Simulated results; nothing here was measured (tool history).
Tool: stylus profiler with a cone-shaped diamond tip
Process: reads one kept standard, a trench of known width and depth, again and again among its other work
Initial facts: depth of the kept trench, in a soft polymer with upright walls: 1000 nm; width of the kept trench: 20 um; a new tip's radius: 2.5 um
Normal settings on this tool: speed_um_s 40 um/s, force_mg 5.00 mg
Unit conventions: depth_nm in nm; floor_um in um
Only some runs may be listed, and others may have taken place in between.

run	hour	speed_um_s	force_mg	depth_nm	floor_um
1	0.0	40	5.00	1010.26	14.67
2	36.1	40	5.00	1010.44	14.68
3	54.3	40	5.00	1010.10	14.48
4	79.9	136	5.00	1010.35	14.04
5	125.3	136	5.00	1010.85	13.95
6	155.5	136	5.00	1010.57	13.90
7	178.6	73	5.00	1010.87	14.10
8	213.0	73	5.00	1010.52	14.04
9	254.3	40	12.18	1018.59	14.11
10	299.2	40	12.18	1018.85	14.02
11	342.7	37	5.00	1010.71	13.89
12	375.3	40	5.03	1010.98	13.81
13	403.8	40	5.03	1011.16	13.73
14	434.8	40	5.03	1011.05	13.69
15	468.9	63	1.74	1006.30	13.29
16	491.3	24	14.57	1021.08	13.71
17	514.1	24	14.57	1021.17	13.67
18	558.6	139	5.00	1011.38	12.99
19	594.0	15	12.60	1019.41	13.47
20	639.2	152	11.84	1018.92	13.00
21	679.6	152	11.84	1019.26	12.86
# hour 701.6: new tip fitted, height scale calibrated
22	713.2	152	11.84	1017.62	15.47
23	739.0	152	11.84	1017.80	15.38

Alternative continuations, all from the tool just after run 23; predict every row:
A	775.9	40	7.57	?	?
B	775.9	14	9.33	?	?
C	775.9	120	9.00	?	?
D	775.9	58	3.65	?	?

run	depth_nm	floor_um
A	1013.51	15.59
B	1015.07	15.69
C	1015.03	15.36
D	1008.07	15.40
Had the tool no hidden state, the same runs would have come out as:
run	depth_nm	floor_um
A	1012.91	15.86
B	1014.47	15.97
C	1014.43	15.64
D	1007.47	15.68

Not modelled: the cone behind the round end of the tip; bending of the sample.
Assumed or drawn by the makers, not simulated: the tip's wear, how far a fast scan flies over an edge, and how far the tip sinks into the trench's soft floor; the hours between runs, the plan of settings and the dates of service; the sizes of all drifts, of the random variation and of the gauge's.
